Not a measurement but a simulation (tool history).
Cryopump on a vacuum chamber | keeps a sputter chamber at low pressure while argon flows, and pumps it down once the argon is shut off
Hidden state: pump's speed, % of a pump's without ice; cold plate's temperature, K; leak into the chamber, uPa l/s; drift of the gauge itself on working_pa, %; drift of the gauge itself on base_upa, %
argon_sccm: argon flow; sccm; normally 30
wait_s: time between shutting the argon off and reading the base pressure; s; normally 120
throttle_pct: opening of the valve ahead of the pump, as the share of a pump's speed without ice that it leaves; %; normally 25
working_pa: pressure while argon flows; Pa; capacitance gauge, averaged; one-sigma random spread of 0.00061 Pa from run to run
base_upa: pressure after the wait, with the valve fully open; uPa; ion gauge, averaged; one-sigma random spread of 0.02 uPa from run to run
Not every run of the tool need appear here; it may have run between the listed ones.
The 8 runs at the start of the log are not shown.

| run | day | argon_sccm | wait_s | throttle_pct | hours of work since the pump was warmed up and emptied | hours of work since the cold head was overhauled | hours of work since the chamber's fittings were tightened | working_pa | base_upa |
|---|---|---|---|---|---|---|---|---|---|
| 9 | 12.692 | 30 | 120 | 25 | 310 | 310 | 1346 | 0.0887 | 0.80 |
| 10 | 13.892 | 30 | 120 | 36 | 334 | 334 | 1369 | 0.0619 | 0.86 |
| 11 | 15.554 | 30 | 120 | 36 | 366 | 366 | 1402 | 0.0624 | 0.88 |
| 12 | 16.421 | 30 | 120 | 36 | 383 | 383 | 1419 | 0.0622 | 0.89 |
| 13 | 17.567 | 30 | 120 | 36 | 405 | 405 | 1441 | 0.0619 | 0.88 |
| 14 | 19.450 | 30 | 120 | 25 | 442 | 442 | 1478 | 0.0893 | 0.90 |
|  | 19.683 | leaking fittings of the chamber tightened, without venting |
| 15 | 21.104 | 30 | 37 | 25 | 472 | 472 | 28 | 0.0895 | 0.73 |
| 16 | 22.004 | 30 | 37 | 25 | 490 | 490 | 45 | 0.0900 | 0.74 |
| 17 | 23.450 | 30 | 37 | 25 | 518 | 518 | 73 | 0.0904 | 0.74 |
| 18 | 24.783 | 35 | 120 | 25 | 544 | 544 | 99 | 0.1040 | 0.39 |
| 19 | 26.292 | 43 | 120 | 25 | 573 | 573 | 129 | 0.1307 | 0.40 |
| 20 | 28.192 | 14 | 156 | 44 | 610 | 610 | 166 | 0.0266 | 0.39 |
| 21 | 29.375 | 14 | 156 | 44 | 633 | 633 | 189 | 0.0243 | 0.39 |
| 22 | 31.050 | 32 | 82 | 44 | 666 | 666 | 221 | 0.0590 | 0.54 |
| 23 | 31.979 | 38 | 82 | 34 | 684 | 684 | 239 | 0.0876 | 0.55 |
| 24 | 33.425 | 21 | 167 | 21 | 712 | 712 | 268 | 0.0760 | 0.49 |
| 25 | 34.975 | 21 | 167 | 43 | 742 | 742 | 298 | 0.0399 | 0.47 |
| 26 | 36.596 | 17 | 167 | 44 | 774 | 774 | 329 | 0.0313 | 0.46 |
| 27 | 38.275 | 39 | 167 | 44 | 807 | 807 | 362 | 0.0732 | 0.52 |
| 28 | 39.558 | 39 | 298 | 54 | 832 | 832 | 387 | 0.0616 | 0.41 |
|  | 40.983 | pump warmed up, emptied and cooled again |
| 29 | 40.983 | 39 | 139 | 17 | 0 | 855 | 411 | 0.1656 | 0.45 |
| 30 | 42.296 | 39 | 52 | 23 | 26 | 881 | 436 | 0.1222 | 0.69 |
| 31 | 44.262 | 39 | 120 | 24 | 64 | 919 | 474 | 0.1169 | 0.48 |
| 32 | 45.129 | 39 | 120 | 24 | 81 | 936 | 491 | 0.1178 | 0.52 |
| 33 | 46.121 | 12 | 21 | 25 | 100 | 955 | 511 | 0.0347 | 1.31 |

Each row is a separate what-if for the run after 33, all from the same tool condition, not one after another. Results?
| A | 47.308 | 41 | 22 | 55 | 123 | 979 | 534 | ? | ? |
| B | 47.308 | 31 | 89 | 30 | 123 | 979 | 534 | ? | ? |
| C | 47.308 | 21 | 160 | 25 | 123 | 979 | 534 | ? | ? |
| D | 47.308 | 17 | 282 | 16 | 123 | 979 | 534 | ? | ? |

| run | working_pa | base_upa |
|---|---|---|
| A | 0.0547 | 1.28 |
| B | 0.0755 | 0.56 |
| C | 0.0601 | 0.48 |
| D | 0.0774 | 0.43 |
The same runs, with their run-to-run variation unchanged, on a tool lacking any hidden condition would have given:
| run | working_pa | base_upa |
|---|---|---|
| A | 0.0530 | 1.05 |
| B | 0.0743 | 0.34 |
| C | 0.0592 | 0.25 |
| D | 0.0767 | 0.20 |
